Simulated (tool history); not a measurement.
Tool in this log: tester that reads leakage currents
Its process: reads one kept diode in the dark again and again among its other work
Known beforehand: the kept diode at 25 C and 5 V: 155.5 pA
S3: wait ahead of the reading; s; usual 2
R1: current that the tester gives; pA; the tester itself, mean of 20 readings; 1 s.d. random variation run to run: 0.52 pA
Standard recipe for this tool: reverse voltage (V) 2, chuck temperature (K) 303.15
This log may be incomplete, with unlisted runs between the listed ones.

run 1 hour=0 | reverse_voltage_(V)=2 chuck_temperature_(K)=303.15 S3=2 | R1=172.88
-- hour=167.7 probe card cleaned and baked
run 2 hour=188.6 | reverse_voltage_(V)=2 chuck_temperature_(K)=303.15 S3=2 | R1=173.82
run 3 hour=365.8 | reverse_voltage_(V)=2 chuck_temperature_(K)=303.15 S3=2 | R1=173.17
run 4 hour=492 | reverse_voltage_(V)=2 chuck_temperature_(K)=303.15 S3=2 | R1=173.91
run 5 hour=625.1 | reverse_voltage_(V)=2 chuck_temperature_(K)=303.15 S3=2 | R1=173.27
run 6 hour=821.8 | reverse_voltage_(V)=2 chuck_temperature_(K)=303.15 S3=2 | R1=173.75
-- hour=924.2 chuck's temperature calibrated
run 7 hour=946.8 | reverse_voltage_(V)=2 chuck_temperature_(K)=303.15 S3=2 | R1=173.51
run 8 hour=1062.6 | reverse_voltage_(V)=2 chuck_temperature_(K)=303.15 S3=2 | R1=173.68
run 9 hour=1200 | reverse_voltage_(V)=2.65 chuck_temperature_(K)=312.15 S3=2 | R1=412.02
run 10 hour=1366.1 | reverse_voltage_(V)=2.18 chuck_temperature_(K)=312.15 S3=0.57 | R1=383.63
run 11 hour=1571.2 | reverse_voltage_(V)=11.46 chuck_temperature_(K)=303.15 S3=2 | R1=329
run 12 hour=1788 | reverse_voltage_(V)=2 chuck_temperature_(K)=305.15 S3=0.46 | R1=207.08
run 13 hour=1918.3 | reverse_voltage_(V)=2 chuck_temperature_(K)=305.15 S3=0.46 | R1=207.73
run 14 hour=2082.1 | reverse_voltage_(V)=2 chuck_temperature_(K)=320.15 S3=2 | R1=704.58
run 15 hour=2201.8 | reverse_voltage_(V)=9.47 chuck_temperature_(K)=298.15 S3=2 | R1=198.47

A few steps of R1 between consecutive runs. Split each: what settings, incoming material and random variation would produce without the hidden state, and what is left over for the hidden state, along with gauge scatter present in only one of the two compared results (measured, and without hidden state):
Hidden conditions of the tool in this case: stray current of the dirty probe card, pA a volt; current scale over the true one, %; true chuck temperature over the reading, C; drift of the gauge itself on leakage_pa, %.
Run 14 -> 15: reverse voltage (V) 2 -> 9.47, chuck temperature (K) 320.15 -> 298.15. R1 -506.11 pA: hidden state +0.77, all else -506.88.

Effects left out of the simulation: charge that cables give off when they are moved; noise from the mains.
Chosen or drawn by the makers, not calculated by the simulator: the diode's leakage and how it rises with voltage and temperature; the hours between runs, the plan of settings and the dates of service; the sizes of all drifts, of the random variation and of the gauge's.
